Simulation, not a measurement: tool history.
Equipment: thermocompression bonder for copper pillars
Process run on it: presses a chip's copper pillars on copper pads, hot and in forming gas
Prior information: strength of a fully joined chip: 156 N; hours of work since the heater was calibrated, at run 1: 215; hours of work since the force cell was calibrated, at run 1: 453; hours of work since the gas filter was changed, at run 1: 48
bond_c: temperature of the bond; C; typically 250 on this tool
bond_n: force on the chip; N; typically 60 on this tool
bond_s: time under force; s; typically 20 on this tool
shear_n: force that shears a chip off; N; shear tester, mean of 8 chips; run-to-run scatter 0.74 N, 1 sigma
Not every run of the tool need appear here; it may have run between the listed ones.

run   hour  bond_c  bond_n  bond_s  hours of work since the heater was calibrated  hours of work since the force cell was calibrated  hours of work since the gas filter was changed  shear_n
  1      0     250      60      20                                            215                                                453                                              48     89.8
  2   18.6     250      60      20                                            228                                                467                                              61     89.4
  3   31.4     250      60      20                                            238                                                476                                              71     90.6
  4   49.4     250      60      20                                            251                                                489                                              84     87.7
  5   63.4     250      60      20                                            262                                                500                                              94     88.7
  6     73     250      60      15                                            269                                                507                                             102     81.2
      76.3  -- force cell calibrated
  7     87     250      60      26                                            278                                                  8                                             111     95.4
  8     98     250      60      26                                            286                                                 16                                             119     96.3
  9  106.6     250      60      13                                            293                                                 22                                             125     78.7
 10  117.4     250      60      13                                            301                                                 30                                             133     77.2
 11  133.7     258      40      11                                            313                                                 42                                             145     53.6
 12  144.7     245      51      20                                            321                                                 51                                             154       70
 13  153.6     250      60      30                                            327                                                 57                                             160     97.9
 14    166     250      60      30                                            337                                                 66                                             169     97.5
 15  178.2     250      60      30                                            346                                                 75                                             178     98.9
       187  -- force cell calibrated, once more
 16  198.7     250      60      30                                            360                                                  9                                             192     95.7
 17  207.5     252      55      57                                            366                                                 15                                             199    107.6
 18  221.1     250      66      55                                            376                                                 25                                             209    115.9
 19  237.2     250      66      55                                            388                                                 37                                             221    116.8
 20  254.1     274      48      26                                            401                                                 50                                             234     96.9

3 ways to go on from here, each from the tool as it stands after run 20. What would each give?
     255.6  -- forming gas filter changed
  A  271.1     250      81      20                                            413                                                 62                                              11        ?
     255.6  -- forming gas filter changed
  B  271.1     250      60      51                                            413                                                 62                                              11        ?
     255.6  -- forming gas filter changed
  C  271.1     236      74      22                                            413                                                 62                                              11        ?

run  shear_n
  A    113.7
  B      117
  C     95.4
Stripped of hidden state, with their random variation kept, the same runs would have yielded:
run  shear_n
  A    110.6
  B      114
  C     91.9

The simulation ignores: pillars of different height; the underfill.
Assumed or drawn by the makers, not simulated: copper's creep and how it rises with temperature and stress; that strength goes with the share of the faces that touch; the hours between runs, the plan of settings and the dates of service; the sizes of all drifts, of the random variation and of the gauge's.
